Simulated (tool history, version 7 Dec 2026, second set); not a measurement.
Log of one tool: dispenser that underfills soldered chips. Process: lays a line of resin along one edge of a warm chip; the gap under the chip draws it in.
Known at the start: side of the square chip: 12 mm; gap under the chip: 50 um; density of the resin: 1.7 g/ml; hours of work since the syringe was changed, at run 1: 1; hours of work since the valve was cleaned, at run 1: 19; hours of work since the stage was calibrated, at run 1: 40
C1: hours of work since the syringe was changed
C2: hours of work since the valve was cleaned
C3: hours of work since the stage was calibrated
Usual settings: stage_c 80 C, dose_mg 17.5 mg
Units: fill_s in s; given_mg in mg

run 1 hour=0 | stage_c=80 dose_mg=17.5 | C1=1 C2=19 C3=40 | fill_s=140 given_mg=17.26
-- hour=6.8 new syringe of resin
-- hour=14.3 new syringe of resin
run 2 hour=14.3 | stage_c=80 dose_mg=17.5 | C1=0 C2=30 C3=51 | fill_s=128.6 given_mg=17.16
-- hour=22.3 new syringe of resin
-- hour=30.7 new syringe of resin
run 3 hour=31.8 | stage_c=80 dose_mg=17.5 | C1=1 C2=43 C3=65 | fill_s=139.6 given_mg=17
-- hour=39.2 new syringe of resin
run 4 hour=44.3 | stage_c=80 dose_mg=17.5 | C1=4 C2=53 C3=75 | fill_s=183.4 given_mg=16.91
-- hour=47.8 new syringe of resin
run 5 hour=53.2 | stage_c=80 dose_mg=17.5 | C1=4 C2=60 C3=81 | fill_s=186.9 given_mg=16.81
-- hour=55.8 new syringe of resin
-- hour=62.5 dispensing valve cleaned and set on the balance
-- hour=64.2 new syringe of resin
run 6 hour=64.7 | stage_c=90 dose_mg=17.5 | C1=0 C2=2 C3=89 | fill_s=89.1 given_mg=17.47
-- hour=72.1 new syringe of resin
run 7 hour=73.2 | stage_c=80 dose_mg=16.9 | C1=1 C2=8 C3=96 | fill_s=141.6 given_mg=16.88
-- hour=80 new syringe of resin
run 8 hour=81.1 | stage_c=80 dose_mg=16.9 | C1=1 C2=14 C3=102 | fill_s=140.2 given_mg=16.76
-- hour=88.4 new syringe of resin
run 9 hour=90.9 | stage_c=80 dose_mg=16.9 | C1=2 C2=22 C3=109 | fill_s=151.3 given_mg=16.63
-- hour=96.9 new syringe of resin
run 10 hour=101.3 | stage_c=80 dose_mg=16.9 | C1=3 C2=30 C3=117 | fill_s=171.6 given_mg=16.54
-- hour=104.4 new syringe of resin
-- hour=112.3 new syringe of resin
run 11 hour=115.4 | stage_c=80 dose_mg=18.1 | C1=2 C2=40 C3=128 | fill_s=155.4 given_mg=17.61
-- hour=121.3 new syringe of resin
run 12 hour=125.1 | stage_c=80 dose_mg=18.1 | C1=3 C2=48 C3=136 | fill_s=162.3 given_mg=17.51
-- hour=128.8 new syringe of resin
-- hour=136.5 new syringe of resin
run 13 hour=143 | stage_c=80 dose_mg=18.1 | C1=5 C2=62 C3=149 | fill_s=192.6 given_mg=17.38
-- hour=144.8 new syringe of resin
-- hour=149 dispensing valve cleaned and set on the balance
-- hour=153.6 new syringe of resin
-- hour=161.7 new syringe of resin
run 14 hour=161.9 | stage_c=80 dose_mg=18.1 | C1=0 C2=10 C3=163 | fill_s=126.4 given_mg=17.94
-- hour=169.8 new syringe of resin
-- hour=177.7 new syringe of resin
run 15 hour=178.2 | stage_c=80 dose_mg=18.1 | C1=0 C2=22 C3=175 | fill_s=131.6 given_mg=17.8
-- hour=185.4 new syringe of resin
-- hour=193.8 new syringe of resin
run 16 hour=194.5 | stage_c=80 dose_mg=16.1 | C1=1 C2=35 C3=188 | fill_s=137.3 given_mg=15.68
-- hour=201.5 new syringe of resin
-- hour=209.1 new syringe of resin
run 17 hour=211 | stage_c=80 dose_mg=17.5 | C1=2 C2=47 C3=200 | fill_s=144 given_mg=16.84
-- hour=217.5 new syringe of resin
run 18 hour=223.4 | stage_c=80 dose_mg=21 | C1=5 C2=57 C3=210 | fill_s=184.3 given_mg=20.09
-- hour=225.4 new syringe of resin
run 19 hour=231.3 | stage_c=80 dose_mg=21 | C1=5 C2=63 C3=216 | fill_s=185 given_mg=19.98
-- hour=233.2 new syringe of resin
-- hour=235.6 dispensing valve cleaned and set on the balance
run 20 hour=240.6 | stage_c=84 dose_mg=15.2 | C1=5 C2=4 C3=222 | fill_s=169 given_mg=15.24
-- hour=242.4 new syringe of resin
run 21 hour=248.2 | stage_c=66 dose_mg=17.2 | C1=5 C2=10 C3=228 | fill_s=320.8 given_mg=17.17
-- hour=251.1 new syringe of resin
-- hour=259.5 new syringe of resin
run 22 hour=265.5 | stage_c=73 dose_mg=15.9 | C1=5 C2=23 C3=242 | fill_s=241.7 given_mg=15.67
-- hour=267.8 new syringe of resin
-- hour=276.3 new syringe of resin
run 23 hour=278.1 | stage_c=80 dose_mg=15.5 | C1=1 C2=33 C3=251 | fill_s=141.8 given_mg=15.2
-- hour=284.6 new syringe of resin
run 24 hour=286.2 | stage_c=89 dose_mg=15.6 | C1=1 C2=39 C3=257 | fill_s=99.8 given_mg=15.2
-- hour=292.7 new syringe of resin
run 25 hour=293.8 | stage_c=89 dose_mg=15.6 | C1=1 C2=45 C3=263 | fill_s=98.9 given_mg=15.11
-- hour=301.2 new syringe of resin
-- hour=309.3 new syringe of resin
run 26 hour=310.7 | stage_c=90 dose_mg=15.6 | C1=1 C2=58 C3=276 | fill_s=95.3 given_mg=14.96
-- hour=317.7 new syringe of resin
-- hour=322.4 dispensing valve cleaned and set on the balance
run 27 hour=322.4 | stage_c=90 dose_mg=15.6 | C1=3 C2=0 C3=284 | fill_s=112 given_mg=15.63
-- hour=326.1 new syringe of resin
-- hour=334.2 new syringe of resin
run 28 hour=334.2 | stage_c=69 dose_mg=16.8 | C1=0 C2=9 C3=293 | fill_s=195.2 given_mg=16.71
-- hour=342.4 new syringe of resin
run 29 hour=349.3 | stage_c=90 dose_mg=22 | C1=6 C2=21 C3=305 | fill_s=128.4 given_mg=21.67
-- hour=350.6 new syringe of resin
-- hour=358 new syringe of resin
run 30 hour=359.1 | stage_c=90 dose_mg=16.8 | C1=1 C2=28 C3=312 | fill_s=91.1 given_mg=16.41
-- hour=365.6 new syringe of resin
-- hour=373.3 new syringe of resin
run 31 hour=377.2 | stage_c=90 dose_mg=16.8 | C1=3 C2=42 C3=326 | fill_s=108.9 given_mg=16.3
-- hour=381.5 new syringe of resin
-- hour=388.9 new syringe of resin
run 32 hour=388.9 | stage_c=92 dose_mg=18.6 | C1=0 C2=51 C3=335 | fill_s=76.8 given_mg=17.98
-- hour=396.5 new syringe of resin
run 33 hour=403.3 | stage_c=88 dose_mg=17.2 | C1=5 C2=62 C3=346 | fill_s=138.5 given_mg=16.41
-- hour=405 new syringe of resin
-- hour=409 dispensing valve cleaned and set on the balance
run 34 hour=411.9 | stage_c=68 dose_mg=22.5 | C1=5 C2=2 C3=352 | fill_s=276.1 given_mg=22.37

3 ways to go on from here, each from the tool as it stands after run 34. What would each give?
-- hour=413.8 new syringe of resin
-- hour=421.6 new syringe of resin
run A hour=425.4 | stage_c=92 dose_mg=17.5 | C1=3 C2=13 C3=362 | fill_s=? given_mg=?
-- hour=413.8 new syringe of resin
-- hour=421.6 new syringe of resin
run B hour=425.4 | stage_c=68 dose_mg=15.8 | C1=3 C2=13 C3=362 | fill_s=? given_mg=?
-- hour=413.8 new syringe of resin
-- hour=421.6 new syringe of resin
run C hour=425.4 | stage_c=83 dose_mg=17 | C1=3 C2=13 C3=362 | fill_s=? given_mg=?

run=A fill_s=98.3 given_mg=17.3
run=B fill_s=262.8 given_mg=15.69
run=C fill_s=139.7 given_mg=16.78
Without the tool's hidden state the same runs would have given:
run=A fill_s=82.3 given_mg=17.49
run=B fill_s=221.9 given_mg=15.86
run=C fill_s=117.3 given_mg=16.97
